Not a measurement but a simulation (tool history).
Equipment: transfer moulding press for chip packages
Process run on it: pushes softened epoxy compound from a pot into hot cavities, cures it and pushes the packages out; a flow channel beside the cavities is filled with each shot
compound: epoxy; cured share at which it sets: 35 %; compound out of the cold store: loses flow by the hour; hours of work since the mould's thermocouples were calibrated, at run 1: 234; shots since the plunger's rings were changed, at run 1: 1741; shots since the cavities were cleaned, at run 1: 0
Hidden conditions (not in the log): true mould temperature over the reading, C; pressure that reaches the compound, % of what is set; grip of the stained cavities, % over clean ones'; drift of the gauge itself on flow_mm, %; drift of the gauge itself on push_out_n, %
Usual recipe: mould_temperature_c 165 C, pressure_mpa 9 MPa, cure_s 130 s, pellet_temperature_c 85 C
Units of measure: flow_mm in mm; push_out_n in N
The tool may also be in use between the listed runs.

run	hour	mould_temperature_c	pressure_mpa	cure_s	pellet_temperature_c	hours of work since the mould's thermocouples were calibrated	shots since the plunger's rings were changed	shots since the cavities were cleaned	incoming compound's hours out of the cold store	flow_mm	push_out_n
1	0	165	9	130	85	234	1741	0	30.6	829	455
2	43.9	165	9	130	85	262	2132	391	39.5	778	648
# hour 54.9: cavities cleaned with cleaning compound and waxed
3	93.4	165	9	130	85	293	2559	343	9.3	938	688
# hour 107.9: cavities cleaned with cleaning compound and waxed
4	135.1	165	9	130	85	319	2917	243	9.5	932	608
# hour 158.5: cavities cleaned with cleaning compound and waxed
5	183.9	165	9	130	85	349	3338	226	13.6	909	601
# hour 209.5: cavities cleaned with cleaning compound and waxed
6	213	165	9	130	85	367	3583	31	15.4	896	484
# hour 260.2: cavities cleaned with cleaning compound and waxed
7	267.1	165	9	139	85	401	4052	62	18.6	873	464
# hour 310.3: cavities cleaned with cleaning compound and waxed
# hour 320.8: plunger's sealing rings changed
8	321.8	165	9	115	85	433	8	79	18.3	905	608
# hour 365.4: cavities cleaned with cleaning compound and waxed
9	381.1	165	8.89	121	75	470	523	140	31.9	823	596
# hour 415.9: cavities cleaned with cleaning compound and waxed
10	434.2	172	8.57	130	85	503	982	163	12.5	872	457
# hour 469.2: cavities cleaned with cleaning compound and waxed
11	487	172	8.57	130	85	536	1439	158	33.7	769	472
12	515.7	172	8.57	130	85	555	1694	413	19.7	836	574
# hour 520.9: cavities cleaned with cleaning compound and waxed
13	550.9	172	9.27	130	80	577	1994	267	46.1	742	510

What if the next run were any one of these 4? Each begins from the tool's condition after run 13:
# hour 573: cavities cleaned with cleaning compound and waxed
A	584.7	172	9.27	163	80	597	2281	103	29.6	?	?
# hour 573: cavities cleaned with cleaning compound and waxed
B	584.7	165	10.89	116	85	597	2281	103	35.1	?	?
# hour 573: cavities cleaned with cleaning compound and waxed
C	584.7	165	7.03	130	85	597	2281	103	19.6	?	?
# hour 573: cavities cleaned with cleaning compound and waxed
D	584.7	172	9.27	166	80	597	2281	103	35.6	?	?

run	flow_mm	push_out_n
A	814	442
B	883	537
C	778	532
D	782	415
With no hidden state in the tool, these same runs would have given:
run	flow_mm	push_out_n
A	829	390
B	898	489
C	792	482
D	796	365
